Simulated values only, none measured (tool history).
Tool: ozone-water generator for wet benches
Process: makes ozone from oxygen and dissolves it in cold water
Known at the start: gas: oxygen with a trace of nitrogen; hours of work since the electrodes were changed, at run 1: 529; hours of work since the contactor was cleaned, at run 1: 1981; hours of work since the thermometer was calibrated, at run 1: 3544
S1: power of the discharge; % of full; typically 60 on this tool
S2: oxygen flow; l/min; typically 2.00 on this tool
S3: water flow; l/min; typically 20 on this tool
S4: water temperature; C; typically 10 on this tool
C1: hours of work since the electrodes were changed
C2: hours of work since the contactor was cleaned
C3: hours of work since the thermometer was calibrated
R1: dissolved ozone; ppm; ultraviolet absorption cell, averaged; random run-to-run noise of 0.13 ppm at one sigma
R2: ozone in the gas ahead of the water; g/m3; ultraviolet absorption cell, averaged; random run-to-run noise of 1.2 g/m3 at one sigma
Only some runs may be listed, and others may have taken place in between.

run,hour,S1,S2,S3,S4,C1,C2,C3,R1,R2
1,0.0,60,2.00,20,10,529,1981,3544,13.3,220.1
2,18.7,60,2.00,20,10,543,1994,3557,13.0,218.8
3,52.3,60,2.00,20,10,566,2018,3581,13.4,219.8
4,70.9,60,2.00,20,10,579,2031,3594,13.3,218.0
5,87.7,60,2.00,20,10,591,2043,3606,13.4,217.0
6,121.0,60,2.00,20,10,614,2066,3629,13.1,217.9
7,140.1,60,2.00,20,10,628,2079,3642,13.2,219.6
8,163.2,60,2.00,20,10,644,2096,3659,13.2,217.7
9,201.2,60,2.00,20,8,671,2122,3685,13.4,216.2
10,236.9,60,2.00,20,8,696,2147,3710,13.4,219.2
11,270.4,60,2.00,20,8,719,2171,3734,13.4,217.4
12,289.1,60,2.00,20,8,732,2184,3747,13.4,217.0
13,323.9,60,2.00,20,8,757,2208,3772,13.3,218.3
14,346.7,60,2.00,20,10,773,2224,3788,13.0,216.4
15,370.6,60,2.00,20,10,790,2241,3804,13.2,218.0
16,408.6,60,2.00,20,10,816,2268,3831,13.3,218.5
17,426.6,60,2.00,20,10,829,2280,3844,13.1,217.2
18,459.6,75,2.51,19,8,852,2304,3867,17.6,223.3
19,493.1,60,2.00,30,15,876,2327,3890,8.2,218.2
20,523.7,60,2.00,30,15,897,2349,3912,8.1,220.1
21,546.8,94,1.12,25,7,913,2365,3928,10.3,359.5
22,574.8,94,1.25,20,7,933,2384,3948,14.2,342.3
23,604.4,82,2.38,20,10,954,2405,3968,16.9,241.7
24,630.3,98,2.00,20,10,972,2423,3987,17.4,285.6
# hour 640.0: water thermometer calibrated
25,659.8,76,2.00,22,10,992,2444,14,13.5,249.2
26,680.6,76,2.00,22,10,1007,2458,28,13.7,247.9
27,710.7,76,2.00,22,10,1028,2479,50,13.5,246.7
28,727.9,75,1.53,22,10,1040,2492,62,12.1,278.8
29,744.7,75,1.53,22,10,1052,2503,73,12.0,276.6
30,782.0,75,1.53,22,10,1078,2530,100,12.1,281.2
31,799.1,60,2.37,20,5,1090,2542,112,14.4,202.9
32,837.4,77,1.63,20,10,1117,2568,139,14.2,274.3
33,870.8,60,1.77,20,10,1140,2592,162,12.8,231.7
34,900.7,60,1.29,20,14,1161,2613,183,10.9,262.9

How the hidden state differs across the entries between the runs, from the last listed run before each to the first after it:
After run 24, before run 25: water thermometer calibrated (hour 640.0)
  both runs share identical hidden conditions

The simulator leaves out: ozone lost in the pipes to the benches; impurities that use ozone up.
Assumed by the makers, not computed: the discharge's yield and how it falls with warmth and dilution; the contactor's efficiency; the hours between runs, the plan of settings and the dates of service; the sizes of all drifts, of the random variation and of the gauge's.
